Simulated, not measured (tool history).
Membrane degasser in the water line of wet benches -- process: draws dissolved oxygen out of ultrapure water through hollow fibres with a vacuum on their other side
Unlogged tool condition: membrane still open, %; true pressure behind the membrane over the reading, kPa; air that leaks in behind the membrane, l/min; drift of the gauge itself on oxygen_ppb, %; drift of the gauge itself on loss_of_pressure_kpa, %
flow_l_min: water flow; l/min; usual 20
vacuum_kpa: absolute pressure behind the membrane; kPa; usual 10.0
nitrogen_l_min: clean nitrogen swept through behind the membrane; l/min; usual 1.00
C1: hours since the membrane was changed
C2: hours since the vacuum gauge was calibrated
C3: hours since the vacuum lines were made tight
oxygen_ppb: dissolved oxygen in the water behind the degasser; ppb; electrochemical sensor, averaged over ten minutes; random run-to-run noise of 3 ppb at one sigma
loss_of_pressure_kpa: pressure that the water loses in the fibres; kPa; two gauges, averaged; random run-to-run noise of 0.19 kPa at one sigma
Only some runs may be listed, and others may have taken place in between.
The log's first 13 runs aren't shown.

run 14 day=17.617 | flow_l_min=23 vacuum_kpa=10.0 nitrogen_l_min=2.38 | C1=2110 C2=1851 C3=7358 | oxygen_ppb=245.2 loss_of_pressure_kpa=46.01
run 15 day=18.750 | flow_l_min=23 vacuum_kpa=10.0 nitrogen_l_min=1.44 | C1=2137 C2=1878 C3=7385 | oxygen_ppb=334.2 loss_of_pressure_kpa=46.14
run 16 day=20.467 | flow_l_min=23 vacuum_kpa=10.0 nitrogen_l_min=1.44 | C1=2179 C2=1920 C3=7426 | oxygen_ppb=338.1 loss_of_pressure_kpa=45.86
run 17 day=21.504 | flow_l_min=20 vacuum_kpa=18.5 nitrogen_l_min=1.22 | C1=2203 C2=1945 C3=7451 | oxygen_ppb=612.7 loss_of_pressure_kpa=40.13
run 18 day=23.038 | flow_l_min=29 vacuum_kpa=10.0 nitrogen_l_min=1.20 | C1=2240 C2=1981 C3=7488 | oxygen_ppb=489.0 loss_of_pressure_kpa=58.01
run 19 day=24.825 | flow_l_min=27 vacuum_kpa=6.5 nitrogen_l_min=0.93 | C1=2283 C2=2024 C3=7531 | oxygen_ppb=331.6 loss_of_pressure_kpa=53.91
run 20 day=26.912 | flow_l_min=27 vacuum_kpa=24.4 nitrogen_l_min=0.93 | C1=2333 C2=2074 C3=7581 | oxygen_ppb=1273.7 loss_of_pressure_kpa=54.02
run 21 day=27.933 | flow_l_min=31 vacuum_kpa=7.4 nitrogen_l_min=0.93 | C1=2358 C2=2099 C3=7606 | oxygen_ppb=447.4 loss_of_pressure_kpa=62.18
run 22 day=28.950 | flow_l_min=14 vacuum_kpa=7.4 nitrogen_l_min=0.61 | C1=2382 C2=2123 C3=7630 | oxygen_ppb=242.9 loss_of_pressure_kpa=28.12
run 23 day=30.850 | flow_l_min=14 vacuum_kpa=19.6 nitrogen_l_min=0.61 | C1=2428 C2=2169 C3=7676 | oxygen_ppb=796.2 loss_of_pressure_kpa=27.84
run 24 day=32.979 | flow_l_min=20 vacuum_kpa=19.6 nitrogen_l_min=1.01 | C1=2479 C2=2220 C3=7727 | oxygen_ppb=737.9 loss_of_pressure_kpa=39.67
run 25 day=33.983 | flow_l_min=24 vacuum_kpa=8.9 nitrogen_l_min=2.51 | C1=2503 C2=2244 C3=7751 | oxygen_ppb=226.1 loss_of_pressure_kpa=48.22
run 26 day=35.375 | flow_l_min=30 vacuum_kpa=11.5 nitrogen_l_min=1.45 | C1=2536 C2=2277 C3=7784 | oxygen_ppb=510.0 loss_of_pressure_kpa=60.03
run 27 day=36.383 | flow_l_min=31 vacuum_kpa=11.7 nitrogen_l_min=1.96 | C1=2561 C2=2302 C3=7808 | oxygen_ppb=459.1 loss_of_pressure_kpa=62.28
run 28 day=38.308 | flow_l_min=14 vacuum_kpa=14.3 nitrogen_l_min=1.96 | C1=2607 C2=2348 C3=7855 | oxygen_ppb=220.1 loss_of_pressure_kpa=27.98
run 29 day=39.992 | flow_l_min=12 vacuum_kpa=10.4 nitrogen_l_min=0.95 | C1=2647 C2=2388 C3=7895 | oxygen_ppb=232.9 loss_of_pressure_kpa=23.98
run 30 day=41.158 | flow_l_min=12 vacuum_kpa=10.4 nitrogen_l_min=0.95 | C1=2675 C2=2416 C3=7923 | oxygen_ppb=234.0 loss_of_pressure_kpa=24.00
run 31 day=42.033 | flow_l_min=12 vacuum_kpa=10.4 nitrogen_l_min=0.95 | C1=2696 C2=2437 C3=7944 | oxygen_ppb=238.1 loss_of_pressure_kpa=24.04
run 32 day=43.467 | flow_l_min=12 vacuum_kpa=10.4 nitrogen_l_min=0.95 | C1=2731 C2=2472 C3=7978 | oxygen_ppb=233.5 loss_of_pressure_kpa=23.69

Branching from run 32: 4 alternative next runs. What would each branch give?
run A day=44.917 | flow_l_min=17 vacuum_kpa=21.3 nitrogen_l_min=1.79 | C1=2765 C2=2506 C3=8013 | oxygen_ppb=? loss_of_pressure_kpa=?
run B day=44.917 | flow_l_min=19 vacuum_kpa=14.5 nitrogen_l_min=1.00 | C1=2765 C2=2506 C3=8013 | oxygen_ppb=? loss_of_pressure_kpa=?
run C day=44.917 | flow_l_min=20 vacuum_kpa=7.9 nitrogen_l_min=1.00 | C1=2765 C2=2506 C3=8013 | oxygen_ppb=? loss_of_pressure_kpa=?
run D day=44.917 | flow_l_min=19 vacuum_kpa=19.6 nitrogen_l_min=1.58 | C1=2765 C2=2506 C3=8013 | oxygen_ppb=? loss_of_pressure_kpa=?

run=A oxygen_ppb=439.5 loss_of_pressure_kpa=34.10
run=B oxygen_ppb=534.6 loss_of_pressure_kpa=38.26
run=C oxygen_ppb=274.8 loss_of_pressure_kpa=39.98
run=D oxygen_ppb=504.9 loss_of_pressure_kpa=38.51
The same runs, with their run-to-run variation unchanged, on a tool lacking any hidden condition would have given:
run=A oxygen_ppb=422.0 loss_of_pressure_kpa=33.57
run=B oxygen_ppb=515.0 loss_of_pressure_kpa=37.66
run=C oxygen_ppb=258.9 loss_of_pressure_kpa=39.35
run=D oxygen_ppb=486.3 loss_of_pressure_kpa=37.91
